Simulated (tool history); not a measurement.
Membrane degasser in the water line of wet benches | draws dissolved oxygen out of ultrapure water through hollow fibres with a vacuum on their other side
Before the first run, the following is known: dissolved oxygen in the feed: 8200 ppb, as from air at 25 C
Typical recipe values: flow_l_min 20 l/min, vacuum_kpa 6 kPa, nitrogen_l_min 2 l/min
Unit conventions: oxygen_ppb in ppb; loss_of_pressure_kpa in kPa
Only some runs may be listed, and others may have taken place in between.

run    hour  flow_l_min  vacuum_kpa  nitrogen_l_min  oxygen_ppb  loss_of_pressure_kpa
  1       0          20           6               2       194.7                 47.66
  2    59.3          15           6               2       115.6                 35.51
  3   132.9          15           6               2         114                 35.59
  4   203.5          20           6               2       190.5                 47.18
  5   285.7          20           6               2       187.9                 47.38
  6   344.2          20           6            2.12         187                 47.33
  7     390          13           6               2        87.8                 30.99
  8     435          20           6               2       192.4                 47.22
  9   504.3          13           6               2        88.4                 31.05
 10   579.4          13           6               2        88.1                 30.39
 11   623.4          13           6               2        86.8                 31.06
 12   659.5          20           6               2       194.1                 47.76
 13   735.2          20        5.35               2       176.5                 47.74
 14     775          20        5.35               2       177.7                 47.72
 15   829.6          20        5.35               2       175.1                 47.52
 16   871.9          20        5.35               2       174.7                 47.59
 17   930.1          20        5.35               2       177.2                 47.39
 18     974          23        8.52               2       307.6                  54.9
 19    1041          30        8.52            3.69       377.8                 71.43
 20  1123.1          30        8.52            3.69       390.4                 71.62
 21  1164.2          30        8.52            3.69       385.3                 71.23
 22  1217.6          30        8.52            3.69       381.1                 71.45
 23  1297.1          30        8.52            3.69       384.1                  71.1
 24  1366.7          30        7.02            1.34       460.7                 71.26
 25  1431.1          30        7.02            1.34       463.3                 71.34
 26    1474          30       14.38            3.35       502.3                 71.81
 27  1538.8          20        3.98            1.09       159.8                 47.28
 28    1577          24        3.63            4.41       195.1                 56.77
 29  1618.9          27        8.51            1.81       405.5                 64.05
 30  1666.7          16        5.03             5.7        88.9                 38.04
 31  1741.7          20           6               2       192.5                 47.12
 32  1787.2          20           6            1.44       211.6                 47.39

Below are 4 alternative next runs, each starting from the tool's condition after run 32. Predict each:
  A  1827.3          32           6            1.45           ?                     ?
  B  1827.3          16        6.16               2           ?                     ?
  C  1827.3          19        5.09            2.21           ?                     ?
  D  1827.3          26       13.61               2           ?                     ?

run  oxygen_ppb  loss_of_pressure_kpa
  A       443.9                 76.37
  B         130                  38.1
  C       152.1                  45.1
  D       505.1                 61.98
What these runs would have given with no unlogged condition in the tool:
run  oxygen_ppb  loss_of_pressure_kpa
  A       443.3                 76.34
  B       129.8                 38.09
  C       151.9                 45.08
  D       504.7                 61.95
